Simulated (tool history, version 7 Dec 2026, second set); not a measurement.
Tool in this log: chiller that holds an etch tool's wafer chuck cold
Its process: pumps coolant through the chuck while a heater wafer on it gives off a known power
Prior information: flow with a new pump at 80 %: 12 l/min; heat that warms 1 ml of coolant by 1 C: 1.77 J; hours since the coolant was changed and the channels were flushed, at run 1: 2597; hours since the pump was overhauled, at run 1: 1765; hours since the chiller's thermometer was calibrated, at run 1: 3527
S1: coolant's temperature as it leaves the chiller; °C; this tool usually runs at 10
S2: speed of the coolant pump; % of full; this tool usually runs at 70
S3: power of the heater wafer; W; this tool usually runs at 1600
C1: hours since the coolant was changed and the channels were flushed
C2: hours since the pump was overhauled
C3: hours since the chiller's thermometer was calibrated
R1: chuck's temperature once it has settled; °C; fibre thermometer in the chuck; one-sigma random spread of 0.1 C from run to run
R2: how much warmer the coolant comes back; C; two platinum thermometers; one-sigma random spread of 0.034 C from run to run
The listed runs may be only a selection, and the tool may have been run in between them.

| run | hour | S1 | S2 | S3 | C1 | C2 | C3 | R1 | R2 |
|---|---|---|---|---|---|---|---|---|---|
| 1 | 0.0 | 10 | 70 | 1600 | 2597 | 1765 | 3527 | 32.5 | 5.33 |
| 2 | 38.0 | 10 | 70 | 895 | 2635 | 1803 | 3565 | 22.7 | 2.99 |
| 3 | 59.7 | 10 | 62 | 1600 | 2657 | 1825 | 3587 | 33.8 | 6.11 |
| 4 | 98.5 | 10 | 62 | 1600 | 2696 | 1864 | 3626 | 33.9 | 6.07 |
| 5 | 126.9 | 10 | 62 | 1600 | 2724 | 1892 | 3654 | 33.8 | 6.09 |
| 6 | 156.0 | 10 | 62 | 835 | 2753 | 1921 | 3683 | 22.7 | 3.20 |
| 7 | 202.3 | 10 | 62 | 835 | 2800 | 1967 | 3730 | 22.5 | 3.17 |
| 8 | 231.1 | 10 | 62 | 951 | 2829 | 1996 | 3759 | 24.4 | 3.64 |
| 9 | 252.9 | 10 | 70 | 1600 | 2850 | 2018 | 3780 | 32.5 | 5.40 |
| 10 | 298.8 | 10 | 70 | 1600 | 2896 | 2064 | 3826 | 32.5 | 5.34 |
| 11 | 332.2 | 10 | 70 | 1600 | 2930 | 2097 | 3860 | 32.7 | 5.36 |
| 12 | 354.8 | 6 | 70 | 2026 | 2952 | 2120 | 3882 | 34.6 | 6.81 |
| 13 | 389.2 | 17 | 96 | 2026 | 2987 | 2154 | 3917 | 41.6 | 4.90 |
| 14 | 424.2 | 16 | 70 | 1742 | 3022 | 2189 | 3952 | 40.9 | 5.84 |
| 15 | 450.8 | 7 | 91 | 1124 | 3048 | 2216 | 3978 | 21.2 | 2.86 |
| 16 | 475.6 | 10 | 79 | 1024 | 3073 | 2241 | 4003 | 23.9 | 3.01 |
| 17 | 521.5 | 10 | 88 | 1024 | 3119 | 2286 | 4049 | 23.2 | 2.70 |
| 18 | 548.1 | 10 | 88 | 1024 | 3146 | 2313 | 4076 | 23.2 | 2.74 |
| 19 | 581.1 | 14 | 75 | 1600 | 3179 | 2346 | 4109 | 36.0 | 5.01 |

4 ways to go on from here, each from the tool as it stands after run 19. What would each give?
|  | 602.2 | chiller's thermometer calibrated |
| A | 615.0 | 14 | 90 | 1600 | 3211 | 2379 | 13 | ? | ? |
|  | 602.2 | chiller's thermometer calibrated |
| B | 615.0 | 7 | 76 | 1174 | 3211 | 2379 | 13 | ? | ? |
|  | 602.2 | chiller's thermometer calibrated |
| C | 615.0 | 10 | 70 | 1366 | 3211 | 2379 | 13 | ? | ? |
|  | 602.2 | chiller's thermometer calibrated |
| D | 615.0 | 14 | 75 | 873 | 3211 | 2379 | 13 | ? | ? |

| run | R1 | R2 |
|---|---|---|
| A | 33.7 | 4.19 |
| B | 22.9 | 3.68 |
| C | 29.4 | 4.62 |
| D | 25.8 | 2.77 |
With no hidden state in the tool, these same runs would have given:
| run | R1 | R2 |
|---|---|---|
| A | 31.7 | 4.04 |
| B | 21.3 | 3.54 |
| C | 27.5 | 4.45 |
| D | 24.6 | 2.67 |

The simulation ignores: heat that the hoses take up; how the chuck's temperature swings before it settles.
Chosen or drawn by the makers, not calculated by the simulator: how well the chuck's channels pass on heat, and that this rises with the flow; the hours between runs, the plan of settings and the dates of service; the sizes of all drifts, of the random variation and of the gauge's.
